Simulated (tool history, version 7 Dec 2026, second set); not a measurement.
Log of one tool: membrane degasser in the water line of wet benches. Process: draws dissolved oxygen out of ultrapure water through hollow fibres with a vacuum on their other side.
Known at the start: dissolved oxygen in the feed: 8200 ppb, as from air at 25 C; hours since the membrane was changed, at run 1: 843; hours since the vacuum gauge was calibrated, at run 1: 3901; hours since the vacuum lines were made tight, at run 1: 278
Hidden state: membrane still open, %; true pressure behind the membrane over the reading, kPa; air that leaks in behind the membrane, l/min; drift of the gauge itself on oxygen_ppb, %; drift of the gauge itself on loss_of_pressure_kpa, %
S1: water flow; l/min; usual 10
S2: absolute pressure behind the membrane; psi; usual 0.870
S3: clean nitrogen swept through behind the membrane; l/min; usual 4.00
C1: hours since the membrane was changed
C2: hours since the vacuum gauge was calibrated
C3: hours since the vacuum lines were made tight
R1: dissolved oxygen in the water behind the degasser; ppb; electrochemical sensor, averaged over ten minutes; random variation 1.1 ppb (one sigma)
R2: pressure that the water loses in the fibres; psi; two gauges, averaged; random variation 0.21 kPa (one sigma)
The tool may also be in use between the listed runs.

run 1 day=0.000 | S1=10 S2=0.870 S3=4.00 | C1=843 C2=3901 C3=278 | R1=107.5 R2=6.870
run 2 day=5.108 | S1=10 S2=0.870 S3=4.00 | C1=965 C2=4023 C3=400 | R1=111.3 R2=6.882
run 3 day=11.062 | S1=10 S2=0.870 S3=4.00 | C1=1108 C2=4166 C3=543 | R1=110.6 R2=6.823
run 4 day=14.033 | S1=10 S2=0.870 S3=4.00 | C1=1179 C2=4237 C3=614 | R1=109.4 R2=6.824
run 5 day=19.475 | S1=10 S2=0.870 S3=4.00 | C1=1310 C2=4368 C3=745 | R1=109.6 R2=6.856
-- day=19.783 vacuum gauge calibrated
run 6 day=23.446 | S1=10 S2=1.188 S3=4.00 | C1=1405 C2=88 C3=840 | R1=126.8 R2=6.814
run 7 day=28.642 | S1=10 S2=1.114 S3=4.00 | C1=1530 C2=213 C3=965 | R1=126.5 R2=6.883
run 8 day=34.204 | S1=10 S2=0.789 S3=3.57 | C1=1663 C2=346 C3=1098 | R1=112.3 R2=6.879
run 9 day=39.850 | S1=12 S2=0.789 S3=7.56 | C1=1799 C2=482 C3=1234 | R1=170.6 R2=8.292
run 10 day=43.117 | S1=12 S2=0.789 S3=7.56 | C1=1877 C2=560 C3=1312 | R1=171.1 R2=8.283
run 11 day=45.625 | S1=16 S2=0.680 S3=3.87 | C1=1937 C2=620 C3=1372 | R1=348.4 R2=11.079
-- day=48.346 vacuum gauge calibrated, once more
run 12 day=49.775 | S1=7 S2=0.680 S3=8.13 | C1=2036 C2=34 C3=1471 | R1=30.0 R2=4.878
run 13 day=53.104 | S1=10 S2=0.917 S3=2.09 | C1=2116 C2=114 C3=1551 | R1=132.2 R2=6.936
run 14 day=57.433 | S1=6 S2=0.573 S3=4.00 | C1=2220 C2=218 C3=1655 | R1=17.4 R2=4.136

Forecast each of these 5 alternatives for the next run:
run A day=61.450 | S1=8 S2=0.735 S3=9.15 | C1=2316 C2=314 C3=1751 | R1=? R2=?
run B day=61.450 | S1=10 S2=0.643 S3=9.89 | C1=2316 C2=314 C3=1751 | R1=? R2=?
run C day=61.450 | S1=12 S2=0.853 S3=5.12 | C1=2316 C2=314 C3=1751 | R1=? R2=?
run D day=61.450 | S1=7 S2=0.573 S3=4.11 | C1=2316 C2=314 C3=1751 | R1=? R2=?
run E day=61.450 | S1=6 S2=0.573 S3=6.70 | C1=2316 C2=314 C3=1751 | R1=? R2=?

run=A R1=48.9 R2=5.504
run=B R1=96.8 R2=6.915
run=C R1=178.2 R2=8.319
run=D R1=30.0 R2=4.823
run=E R1=16.5 R2=4.168
Without the tool's hidden state the same runs would have given:
run=A R1=44.7 R2=5.406
run=B R1=89.4 R2=6.791
run=C R1=166.6 R2=8.171
run=D R1=27.3 R2=4.735
run=E R1=14.9 R2=4.093
